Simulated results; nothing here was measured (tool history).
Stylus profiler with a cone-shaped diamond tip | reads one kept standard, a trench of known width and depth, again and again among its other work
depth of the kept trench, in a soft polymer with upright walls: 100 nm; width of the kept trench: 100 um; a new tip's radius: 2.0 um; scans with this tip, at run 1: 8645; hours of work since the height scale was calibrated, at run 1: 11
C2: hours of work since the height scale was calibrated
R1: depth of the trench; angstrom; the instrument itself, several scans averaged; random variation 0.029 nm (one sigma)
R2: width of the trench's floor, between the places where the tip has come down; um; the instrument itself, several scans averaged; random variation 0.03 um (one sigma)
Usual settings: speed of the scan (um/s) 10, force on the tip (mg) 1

Run 1, hour 0: usual settings; scans with this tip 8645; C2 11. Result: R1 1003.7 angstrom, R2 98.66 um.
Run 2, hour 71.2: usual settings but speed of the scan (um/s) 5; scans with this tip 8986; C2 65. Result: R1 1003.9 angstrom, R2 98.66 um.
Run 3, hour 139.9: usual settings but speed of the scan (um/s) 5; scans with this tip 9316; C2 118. Result: R1 1004.1 angstrom, R2 98.73 um.
Run 4, hour 200.6: usual settings but force on the tip (mg) 2.83; scans with this tip 9607; C2 164. Result: R1 1007.6 angstrom, R2 98.66 um.
Run 5, hour 268.6: usual settings but force on the tip (mg) 2.83; scans with this tip 9932; C2 216. Result: R1 1008 angstrom, R2 98.67 um.
Run 6, hour 305: usual settings but force on the tip (mg) 2.83; scans with this tip 10107; C2 243. Result: R1 1007.7 angstrom, R2 98.63 um.
Run 7, hour 362.2: usual settings but speed of the scan (um/s) 3, force on the tip (mg) 2.83; scans with this tip 10382; C2 287. Result: R1 1007.7 angstrom, R2 98.7 um.
Run 8, hour 427.8: usual settings but speed of the scan (um/s) 3, force on the tip (mg) 2.83; scans with this tip 10696; C2 337. Result: R1 1008.5 angstrom, R2 98.66 um.
Run 9, hour 476.5: usual settings but speed of the scan (um/s) 3, force on the tip (mg) 2.83; scans with this tip 10929; C2 374. Result: R1 1008.1 angstrom, R2 98.69 um.
Run 10, hour 518.1: usual settings but speed of the scan (um/s) 3, force on the tip (mg) 2.83; scans with this tip 11129; C2 406. Result: R1 1008.1 angstrom, R2 98.74 um.
Run 11, hour 573.4: usual settings but speed of the scan (um/s) 3, force on the tip (mg) 2.83; scans with this tip 11394; C2 448. Result: R1 1007.7 angstrom, R2 98.74 um.
Run 12, hour 604.5: usual settings but force on the tip (mg) 0.37; scans with this tip 11543; C2 472. Result: R1 1002 angstrom, R2 98.59 um.
Run 13, hour 642.9: usual settings; scans with this tip 11727; C2 501. Result: R1 1003.7 angstrom, R2 98.59 um.
Run 14, hour 684.3: usual settings; scans with this tip 11926; C2 533. Result: R1 1004.2 angstrom, R2 98.66 um.
Run 15, hour 730.2: usual settings but force on the tip (mg) 1.01; scans with this tip 12146; C2 568. Result: R1 1003.8 angstrom, R2 98.64 um.
Run 16, hour 762.2: usual settings but force on the tip (mg) 0.34; scans with this tip 12299; C2 592. Result: R1 1002.2 angstrom, R2 98.58 um.
Run 17, hour 832.2: usual settings but force on the tip (mg) 0.34; scans with this tip 12635; C2 645. Result: R1 1001.8 angstrom, R2 98.56 um.
Run 18, hour 868.6: usual settings but speed of the scan (um/s) 4; scans with this tip 12809; C2 673. Result: R1 1004.2 angstrom, R2 98.65 um.
Run 19, hour 924.6: usual settings but speed of the scan (um/s) 4; scans with this tip 13078; C2 716. Result: R1 1004 angstrom, R2 98.67 um.
Run 20, hour 989.3: usual settings but speed of the scan (um/s) 4; scans with this tip 13388; C2 765. Result: R1 1004 angstrom, R2 98.67 um.
Run 21, hour 1026.5: usual settings but speed of the scan (um/s) 7; scans with this tip 13566; C2 793. Result: R1 1003.5 angstrom, R2 98.63 um.
Run 22, hour 1066.5: usual settings but speed of the scan (um/s) 7; scans with this tip 13758; C2 824. Result: R1 1003.9 angstrom, R2 98.68 um.
Run 23, hour 1122.4: usual settings but speed of the scan (um/s) 11; scans with this tip 14026; C2 867. Result: R1 1003.7 angstrom, R2 98.69 um.
Run 24, hour 1186: usual settings but speed of the scan (um/s) 11; scans with this tip 14331; C2 915. Result: R1 1003.8 angstrom, R2 98.67 um.
Run 25, hour 1224.7: usual settings but speed of the scan (um/s) 36, force on the tip (mg) 1.08; scans with this tip 14517; C2 945. Result: R1 1004.2 angstrom, R2 98.44 um.
Run 26, hour 1254.4: usual settings but speed of the scan (um/s) 2, force on the tip (mg) 0.36; scans with this tip 14659; C2 967. Result: R1 1002 angstrom, R2 98.69 um.
Run 27, hour 1286.6: usual settings but speed of the scan (um/s) 5, force on the tip (mg) 0.6; scans with this tip 14813; C2 992. Result: R1 1003.2 angstrom, R2 98.71 um.
Run 28, hour 1325.4: usual settings but speed of the scan (um/s) 5, force on the tip (mg) 0.6; scans with this tip 15000; C2 1021. Result: R1 1002.4 angstrom, R2 98.66 um.
Run 29, hour 1392.6: usual settings but speed of the scan (um/s) 14, force on the tip (mg) 0.49; scans with this tip 15322; C2 1073. Result: R1 1002.4 angstrom, R2 98.52 um.
Run 30, hour 1432.7: usual settings but speed of the scan (um/s) 2, force on the tip (mg) 1.39; scans with this tip 15514; C2 1103. Result: R1 1004.7 angstrom, R2 98.71 um.
Run 31, hour 1484.2: usual settings but speed of the scan (um/s) 5, force on the tip (mg) 0.35; scans with this tip 15761; C2 1142. Result: R1 1001.8 angstrom, R2 98.62 um.
Run 32, hour 1520.5: usual settings but force on the tip (mg) 0.68; scans with this tip 15935; C2 1170. Result: R1 1003.3 angstrom, R2 98.66 um.
Run 33, hour 1588.9: usual settings but speed of the scan (um/s) 4, force on the tip (mg) 1.3; scans with this tip 16263; C2 1222. Result: R1 1004.6 angstrom, R2 98.7 um.
At hour 1648.8: new tip fitted, height scale calibrated.
Run 34, hour 1649.6: usual settings but speed of the scan (um/s) 4, force on the tip (mg) 1.3; scans with this tip 5; C2 1. Result: R1 1004.6 angstrom, R2 98.73 um.
Run 35, hour 1686.5: usual settings but force on the tip (mg) 1.76; scans with this tip 181; C2 29. Result: R1 1005.5 angstrom, R2 98.64 um.
Run 36, hour 1754: usual settings but speed of the scan (um/s) 26; scans with this tip 505; C2 80. Result: R1 1003.8 angstrom, R2 98.51 um.
Run 37, hour 1807.9: usual settings but speed of the scan (um/s) 26; scans with this tip 763; C2 121. Result: R1 1004.1 angstrom, R2 98.56 um.
Run 38, hour 1844.8: usual settings but speed of the scan (um/s) 8, force on the tip (mg) 1.77; scans with this tip 941; C2 149. Result: R1 1005.7 angstrom, R2 98.66 um.
Run 39, hour 1903.3: usual settings but speed of the scan (um/s) 8, force on the tip (mg) 1.77; scans with this tip 1221; C2 194. Result: R1 1006.4 angstrom, R2 98.69 um.
Run 40, hour 1944.6: usual settings but speed of the scan (um/s) 4, force on the tip (mg) 0.83; scans with this tip 1419; C2 226. Result: R1 1003.5 angstrom, R2 98.63 um.
Run 41, hour 1980.5: usual settings but speed of the scan (um/s) 4, force on the tip (mg) 0.91; scans with this tip 1591; C2 253. Result: R1 1003.2 angstrom, R2 98.74 um.
Run 42, hour 2024.2: usual settings but speed of the scan (um/s) 4, force on the tip (mg) 0.91; scans with this tip 1800; C2 286. Result: R1 1003.9 angstrom, R2 98.7 um.
Run 43, hour 2057.3: usual settings but speed of the scan (um/s) 3, force on the tip (mg) 2.53; scans with this tip 1959; C2 311. Result: R1 1007.9 angstrom, R2 98.74 um.
Run 44, hour 2113.2: usual settings but speed of the scan (um/s) 8, force on the tip (mg) 0.75; scans with this tip 2227; C2 354. Result: R1 1003.1 angstrom, R2 98.71 um.
Run 45, hour 2165.6: usual settings but speed of the scan (um/s) 8, force on the tip (mg) 0.75; scans with this tip 2478; C2 394. Result: R1 1003.4 angstrom, R2 98.62 um.
Run 46, hour 2231.1: usual settings but speed of the scan (um/s) 17, force on the tip (mg) 1.42; scans with this tip 2793; C2 444. Result: R1 1004.8 angstrom, R2 98.62 um.
Run 47, hour 2281.1: usual settings but speed of the scan (um/s) 11, force on the tip (mg) 1.42; scans with this tip 3033; C2 482. Result: R1 1004.7 angstrom, R2 98.64 um.

Forecast each of these 3 alternatives for the next run:
Run A, hour 2310.7: usual settings but speed of the scan (um/s) 39, force on the tip (mg) 0.6; scans with this tip 3174; C2 505. Result: R1 ?, R2 ?.
Run B, hour 2310.7: usual settings but speed of the scan (um/s) 6, force on the tip (mg) 0.41; scans with this tip 3174; C2 505. Result: R1 ?, R2 ?.
Run C, hour 2310.7: usual settings but speed of the scan (um/s) 3, force on the tip (mg) 0.52; scans with this tip 3174; C2 505. Result: R1 ?, R2 ?.

run      R1     R2
  A  1002.9   98.3
  B  1002.5  98.68
  C  1002.8  98.75
Without the tool's hidden state the same runs would have given:
run      R1     R2
  A  1002.8   98.3
  B  1002.4  98.69
  C  1002.7  98.75
